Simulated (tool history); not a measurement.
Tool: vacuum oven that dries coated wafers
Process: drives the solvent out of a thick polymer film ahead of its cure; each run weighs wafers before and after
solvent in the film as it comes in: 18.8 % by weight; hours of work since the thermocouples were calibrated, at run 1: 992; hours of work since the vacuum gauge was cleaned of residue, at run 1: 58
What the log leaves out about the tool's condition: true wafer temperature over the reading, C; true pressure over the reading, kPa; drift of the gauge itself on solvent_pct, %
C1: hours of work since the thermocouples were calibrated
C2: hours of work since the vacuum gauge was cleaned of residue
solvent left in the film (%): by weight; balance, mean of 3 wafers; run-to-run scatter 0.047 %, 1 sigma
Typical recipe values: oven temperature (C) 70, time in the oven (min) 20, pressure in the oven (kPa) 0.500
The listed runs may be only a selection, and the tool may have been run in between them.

Run 1, day 0.000: usual settings; C1 992; C2 58. Result: solvent left in the film (%) 0.99.
Run 2, day 0.742: usual settings; C1 1005; C2 71. Result: solvent left in the film (%) 1.05.
Run 3, day 1.900: usual settings; C1 1025; C2 92. Result: solvent left in the film (%) 1.07.
Run 4, day 2.817: usual settings; C1 1042; C2 108. Result: solvent left in the film (%) 1.09.
Run 5, day 4.471: usual settings; C1 1071; C2 138. Result: solvent left in the film (%) 1.00.
Run 6, day 6.075: usual settings; C1 1100; C2 166. Result: solvent left in the film (%) 1.13.
Run 7, day 7.762: usual settings but oven temperature (C) 78; C1 1129; C2 196. Result: solvent left in the film (%) 0.26.
Run 8, day 8.858: usual settings but oven temperature (C) 78; C1 1149; C2 216. Result: solvent left in the film (%) 0.39.
Run 9, day 9.608: usual settings but oven temperature (C) 78; C1 1162; C2 229. Result: solvent left in the film (%) 0.38.
Run 10, day 10.617: usual settings but oven temperature (C) 78; C1 1180; C2 247. Result: solvent left in the film (%) 0.33.
Run 11, day 12.029: usual settings but oven temperature (C) 78; C1 1205; C2 272. Result: solvent left in the film (%) 0.40.
Run 12, day 13.700: usual settings but oven temperature (C) 78; C1 1235; C2 302. Result: solvent left in the film (%) 0.37.
Run 13, day 14.488: usual settings but oven temperature (C) 78; C1 1249; C2 316. Result: solvent left in the film (%) 0.27.
Run 14, day 15.662: usual settings; C1 1270; C2 336. Result: solvent left in the film (%) 1.23.
Run 15, day 16.796: usual settings but time in the oven (min) 12; C1 1290; C2 357. Result: solvent left in the film (%) 2.91.
Run 16, day 17.962: usual settings but time in the oven (min) 12; C1 1311; C2 377. Result: solvent left in the film (%) 2.92.
Run 17, day 19.408: usual settings but time in the oven (min) 12; C1 1336; C2 403. Result: solvent left in the film (%) 3.01.
Run 18, day 20.758: usual settings; C1 1360; C2 427. Result: solvent left in the film (%) 1.09.
Run 19, day 22.400: usual settings but time in the oven (min) 35; C1 1390; C2 456. Result: solvent left in the film (%) 0.38.
Run 20, day 23.621: usual settings but pressure in the oven (kPa) 0.896; C1 1411; C2 478. Result: solvent left in the film (%) 1.30.
Run 21, day 24.575: usual settings but time in the oven (min) 19; C1 1428; C2 495. Result: solvent left in the film (%) 1.25.
Run 22, day 26.067: usual settings but time in the oven (min) 19; C1 1455; C2 521. Result: solvent left in the film (%) 1.21.
Run 23, day 26.958: usual settings but time in the oven (min) 19; C1 1471; C2 537. Result: solvent left in the film (%) 1.33.
Run 24, day 28.162: usual settings but time in the oven (min) 19; C1 1492; C2 559. Result: solvent left in the film (%) 1.28.
Run 25, day 29.575: usual settings but time in the oven (min) 19; C1 1517; C2 584. Result: solvent left in the film (%) 1.24.
Run 26, day 31.262: usual settings but oven temperature (C) 78; C1 1547; C2 614. Result: solvent left in the film (%) 0.33.
Run 27, day 32.438: usual settings but oven temperature (C) 80, time in the oven (min) 27, pressure in the oven (kPa) 1.084; C1 1568; C2 634. Result: solvent left in the film (%) 0.36.
Run 28, day 33.642: usual settings but oven temperature (C) 84, time in the oven (min) 19; C1 1589; C2 656. Result: solvent left in the film (%) 0.23.
Run 29, day 35.212: usual settings but oven temperature (C) 74, time in the oven (min) 19, pressure in the oven (kPa) 0.984; C1 1617; C2 684. Result: solvent left in the film (%) 0.96.
Run 30, day 35.954: usual settings but oven temperature (C) 73, time in the oven (min) 13, pressure in the oven (kPa) 0.727; C1 1630; C2 697. Result: solvent left in the film (%) 2.06.
Run 31, day 36.792: usual settings but oven temperature (C) 56, time in the oven (min) 27, pressure in the oven (kPa) 1.968; C1 1645; C2 712. Result: solvent left in the film (%) 4.18.
At day 38.242: oven's thermocouples calibrated.
Run 32, day 38.267: usual settings but oven temperature (C) 56, time in the oven (min) 27, pressure in the oven (kPa) 1.968; C1 0; C2 737. Result: solvent left in the film (%) 3.86.
Run 33, day 39.233: usual settings but oven temperature (C) 78, time in the oven (min) 14, pressure in the oven (kPa) 0.385; C1 18; C2 754. Result: solvent left in the film (%) 0.72.
Run 34, day 40.142: usual settings but oven temperature (C) 75, time in the oven (min) 11; C1 34; C2 770. Result: solvent left in the film (%) 1.98.
Run 35, day 41.421: usual settings but oven temperature (C) 63, time in the oven (min) 14, pressure in the oven (kPa) 0.899; C1 56; C2 793. Result: solvent left in the film (%) 4.26.
Run 36, day 42.758: usual settings but oven temperature (C) 63, time in the oven (min) 14, pressure in the oven (kPa) 0.899; C1 80; C2 816. Result: solvent left in the film (%) 4.18.
Run 37, day 43.567: usual settings but oven temperature (C) 78, time in the oven (min) 14, pressure in the oven (kPa) 0.899; C1 95; C2 831. Result: solvent left in the film (%) 0.92.
Run 38, day 45.167: usual settings but oven temperature (C) 78, time in the oven (min) 14, pressure in the oven (kPa) 0.899; C1 123; C2 859. Result: solvent left in the film (%) 0.93.
Run 39, day 46.442: usual settings but oven temperature (C) 60, time in the oven (min) 31; C1 146; C2 882. Result: solvent left in the film (%) 1.61.
Run 40, day 47.712: usual settings but oven temperature (C) 60, time in the oven (min) 31; C1 168; C2 904. Result: solvent left in the film (%) 1.56.
Run 41, day 49.342: usual settings but oven temperature (C) 84, time in the oven (min) 14, pressure in the oven (kPa) 1.075; C1 197; C2 933. Result: solvent left in the film (%) 0.50.
Run 42, day 50.912: usual settings but oven temperature (C) 72, time in the oven (min) 14, pressure in the oven (kPa) 1.075; C1 225; C2 961. Result: solvent left in the film (%) 1.91.
Run 43, day 52.296: usual settings but oven temperature (C) 72, time in the oven (min) 14, pressure in the oven (kPa) 1.075; C1 250; C2 986. Result: solvent left in the film (%) 1.89.
Run 44, day 53.396: usual settings but oven temperature (C) 72, time in the oven (min) 14, pressure in the oven (kPa) 1.075; C1 269; C2 1005. Result: solvent left in the film (%) 2.09.
Run 45, day 54.121: usual settings but oven temperature (C) 74, time in the oven (min) 21; C1 282; C2 1018. Result: solvent left in the film (%) 0.62.
Run 46, day 54.942: usual settings but oven temperature (C) 74, time in the oven (min) 21; C1 297; C2 1033. Result: solvent left in the film (%) 0.69.
Run 47, day 56.592: usual settings but pressure in the oven (kPa) 0.698; C1 326; C2 1062. Result: solvent left in the film (%) 1.19.

Consider 3 possible next runs. They are alternatives, not a sequence: every one starts from the tool as it was left by run 47. What does each give?
Run A, day 57.429: usual settings but oven temperature (C) 60, time in the oven (min) 25, pressure in the oven (kPa) 0.267; C1 341; C2 1077. Result: solvent left in the film (%) ?.
Run B, day 57.429: usual settings but pressure in the oven (kPa) 1.478; C1 341; C2 1077. Result: solvent left in the film (%) ?.
Run C, day 57.429: usual settings but time in the oven (min) 30, pressure in the oven (kPa) 0.698; C1 341; C2 1077. Result: solvent left in the film (%) ?.

run  solvent left in the film (%)
  A                          2.13
  B                          1.52
  C                          0.62
Without the tool's unlogged condition, the same runs would have read:
run  solvent left in the film (%)
  A                          1.78
  B                          1.29
  C                          0.43

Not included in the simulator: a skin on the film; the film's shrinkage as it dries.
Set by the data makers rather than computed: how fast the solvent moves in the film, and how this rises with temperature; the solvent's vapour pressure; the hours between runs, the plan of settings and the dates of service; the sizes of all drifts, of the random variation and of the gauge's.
